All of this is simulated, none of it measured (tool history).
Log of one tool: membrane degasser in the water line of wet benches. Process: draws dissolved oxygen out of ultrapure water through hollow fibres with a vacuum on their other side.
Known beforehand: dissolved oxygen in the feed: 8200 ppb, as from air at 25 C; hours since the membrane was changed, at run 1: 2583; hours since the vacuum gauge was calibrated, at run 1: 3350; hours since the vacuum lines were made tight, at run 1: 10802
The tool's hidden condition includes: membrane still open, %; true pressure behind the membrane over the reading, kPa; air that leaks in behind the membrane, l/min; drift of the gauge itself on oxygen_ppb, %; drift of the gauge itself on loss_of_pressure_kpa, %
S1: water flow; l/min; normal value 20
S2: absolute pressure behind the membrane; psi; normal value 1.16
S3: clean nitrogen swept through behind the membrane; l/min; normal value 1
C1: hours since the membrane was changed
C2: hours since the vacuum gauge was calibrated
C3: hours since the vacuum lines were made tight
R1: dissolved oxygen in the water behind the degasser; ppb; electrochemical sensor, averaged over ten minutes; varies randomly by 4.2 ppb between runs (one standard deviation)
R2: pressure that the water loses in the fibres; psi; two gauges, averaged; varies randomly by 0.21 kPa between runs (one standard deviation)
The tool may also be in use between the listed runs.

| run | hour | S1 | S2 | S3 | C1 | C2 | C3 | R1 | R2 |
|---|---|---|---|---|---|---|---|---|---|
| 1 | 0 | 20 | 1.16 | 1 | 2583 | 3350 | 10802 | 426.4 | 7.191 |
| 2 | 102.3 | 24 | 1.16 | 1 | 2685 | 3452 | 10904 | 547.7 | 8.541 |
| 3 | 215.9 | 24 | 1.16 | 1 | 2799 | 3565 | 11017 | 555.7 | 8.605 |
| 4 | 319.1 | 24 | 1.16 | 1 | 2902 | 3669 | 11121 | 557.6 | 8.573 |
| 5 | 397.2 | 24 | 1.16 | 1 | 2980 | 3747 | 11199 | 554.7 | 8.64 |
| 6 | 530.4 | 20 | 1.16 | 0.54 | 3114 | 3880 | 11332 | 561.3 | 7.165 |
| 7 | 644.4 | 20 | 1.16 | 0.54 | 3228 | 3994 | 11446 | 566.8 | 7.21 |
| 8 | 733.1 | 20 | 1.16 | 0.54 | 3316 | 4083 | 11535 | 573 | 7.178 |
| 9 | 830.8 | 20 | 1.16 | 1 | 3414 | 4180 | 11632 | 429 | 7.248 |
| 10 | 927.4 | 20 | 1.16 | 1 | 3511 | 4277 | 11729 | 442.1 | 7.25 |
| 11 | 1060.2 | 20 | 1.347 | 1 | 3643 | 4410 | 11862 | 479.4 | 7.22 |
|  | 1068 | vacuum gauge calibrated |
| 12 | 1126.6 | 20 | 1.16 | 1 | 3709 | 59 | 11928 | 432.2 | 7.155 |
| 13 | 1191.8 | 15 | 1.16 | 1 | 3774 | 124 | 11993 | 294.7 | 5.453 |
| 14 | 1258.5 | 15 | 1.16 | 2.26 | 3841 | 191 | 12060 | 202.9 | 5.429 |
| 15 | 1376.4 | 20 | 1.05 | 1 | 3959 | 308 | 12177 | 404.4 | 7.191 |
| 16 | 1438.9 | 20 | 1.16 | 1 | 4022 | 371 | 12240 | 433.5 | 7.232 |
|  | 1456.7 | vacuum gauge calibrated, once more |
| 17 | 1535.4 | 20 | 1.16 | 1 | 4118 | 79 | 12336 | 432.7 | 7.216 |
| 18 | 1641 | 20 | 1.16 | 1 | 4223 | 184 | 12442 | 436.7 | 7.245 |
| 19 | 1758.8 | 20 | 1.16 | 1 | 4341 | 302 | 12559 | 433.9 | 7.221 |
| 20 | 1878.8 | 28 | 0.859 | 1.13 | 4461 | 422 | 12679 | 550.2 | 10.112 |
| 21 | 1988 | 28 | 0.859 | 1.13 | 4570 | 531 | 12788 | 551.5 | 10.066 |
| 22 | 2049.9 | 19 | 2.612 | 0.98 | 4632 | 593 | 12850 | 797.6 | 6.846 |
| 23 | 2122.6 | 19 | 2.612 | 0.98 | 4705 | 666 | 12923 | 803 | 6.891 |
| 24 | 2193.3 | 19 | 2.612 | 0.98 | 4775 | 737 | 12994 | 797.8 | 6.888 |
| 25 | 2260.2 | 19 | 2.612 | 0.98 | 4842 | 804 | 13061 | 815.7 | 6.885 |
| 26 | 2389.5 | 19 | 0.973 | 0.98 | 4972 | 933 | 13190 | 355.1 | 6.849 |
| 27 | 2455.2 | 19 | 0.973 | 0.98 | 5037 | 999 | 13256 | 359.1 | 6.905 |
| 28 | 2595.6 | 24 | 1.923 | 1.33 | 5178 | 1139 | 13396 | 692.6 | 8.683 |
| 29 | 2660.2 | 29 | 1.878 | 1.33 | 5242 | 1204 | 13461 | 859.5 | 10.501 |
| 30 | 2750.1 | 13 | 1.268 | 2.77 | 5332 | 1293 | 13551 | 157.4 | 4.74 |
| 31 | 2828.5 | 13 | 1.268 | 2.77 | 5411 | 1372 | 13629 | 160.2 | 4.666 |

Predict each of these 5 candidate next runs independently; none follows another, all start after run 31:
| A | 2975.7 | 32 | 1.268 | 1.03 | 5558 | 1519 | 13776 | ? | ? |
| B | 2975.7 | 30 | 0.728 | 1 | 5558 | 1519 | 13776 | ? | ? |
| C | 2975.7 | 15 | 1.268 | 1.22 | 5558 | 1519 | 13776 | ? | ? |
| D | 2975.7 | 20 | 1.16 | 1.46 | 5558 | 1519 | 13776 | ? | ? |
| E | 2975.7 | 16 | 1.463 | 2.77 | 5558 | 1519 | 13776 | ? | ? |

| run | R1 | R2 |
|---|---|---|
| A | 834.6 | 11.557 |
| B | 566.9 | 10.863 |
| C | 288.6 | 5.411 |
| D | 382.9 | 7.285 |
| E | 245.8 | 5.807 |
Take away the tool's hidden state, keep each run's random variation, and the runs would have read:
| run | R1 | R2 |
|---|---|---|
| A | 801.4 | 11.281 |
| B | 536.7 | 10.605 |
| C | 269.9 | 5.282 |
| D | 359.7 | 7.111 |
| E | 227.3 | 5.67 |
